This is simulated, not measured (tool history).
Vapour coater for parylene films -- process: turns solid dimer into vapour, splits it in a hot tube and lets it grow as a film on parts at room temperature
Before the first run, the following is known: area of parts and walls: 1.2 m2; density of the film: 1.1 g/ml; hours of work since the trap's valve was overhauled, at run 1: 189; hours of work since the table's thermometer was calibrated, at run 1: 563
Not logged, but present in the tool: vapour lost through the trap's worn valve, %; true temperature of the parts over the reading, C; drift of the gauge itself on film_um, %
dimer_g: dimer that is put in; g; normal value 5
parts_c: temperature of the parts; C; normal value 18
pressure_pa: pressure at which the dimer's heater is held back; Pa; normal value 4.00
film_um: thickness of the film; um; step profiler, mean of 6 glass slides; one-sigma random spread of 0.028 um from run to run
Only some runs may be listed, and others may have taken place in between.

run,hour,dimer_g,parts_c,pressure_pa,hours of work since the trap's valve was overhauled,hours of work since the table's thermometer was calibrated,film_um
1,0.0,5,18,4.00,189,563,2.36
2,12.4,5,18,4.00,199,573,2.33
3,22.9,5,18,3.49,208,581,2.34
4,38.4,5,18,3.49,220,594,2.33
5,59.0,5,18,3.49,237,610,2.34
6,77.6,5,18,3.49,251,625,2.31
7,91.7,5,18,3.49,263,636,2.34
8,107.2,5,18,3.49,275,649,2.27
9,126.6,5,18,4.00,291,664,2.23
# hour 142.0: trap's valve overhauled
10,152.3,5,18,4.00,8,681,2.60
11,171.0,5,18,4.00,23,696,2.59
12,192.3,5,18,4.00,40,713,2.59
13,207.4,5,18,4.00,52,725,2.54
14,229.8,5,30,4.00,70,743,1.51
15,247.9,5,11,4.00,85,758,3.38
16,262.1,5,20,4.00,96,769,2.32
17,274.2,5,20,4.00,106,779,2.30
18,293.8,5,20,4.00,121,795,2.26
19,314.9,5,16,4.00,138,811,2.69
20,332.8,8,17,3.49,153,826,4.15
21,343.4,8,17,3.49,161,834,4.12
22,361.6,8,17,3.49,176,849,4.09
23,375.8,3,13,4.70,187,860,1.68
24,394.0,3,13,4.70,202,875,1.75
# hour 396.3: table's thermometer calibrated
25,413.5,3,13,4.70,216,14,1.73
26,433.1,3,13,6.58,232,29,1.63
27,450.5,4,27,4.00,246,43,1.28
28,471.0,4,27,4.00,262,60,1.25
29,483.7,4,27,4.00,272,70,1.26
30,500.4,6,15,2.27,286,83,3.44
# hour 522.6: trap's valve overhauled
31,524.1,6,15,6.79,1,99,3.32
# hour 529.4: table's thermometer calibrated, once more
32,542.7,5,29,4.00,15,11,1.59
33,552.5,3,14,2.87,23,18,1.90
34,568.0,6,18,2.38,36,31,3.26
35,589.5,5,10,7.42,53,48,3.17
36,603.0,5,25,2.05,63,59,2.08
37,614.8,2,13,4.00,73,68,1.23

Alternative continuations, all from the tool just after run 37; predict every row:
A,629.0,4,22,2.15,84,80,?
B,629.0,5,18,10.90,84,80,?
C,629.0,5,18,6.09,84,80,?

run,film_um
A,1.78
B,2.07
C,2.31
With no hidden state in the tool, these same runs would have given:
run,film_um
A,1.85
B,2.14
C,2.39
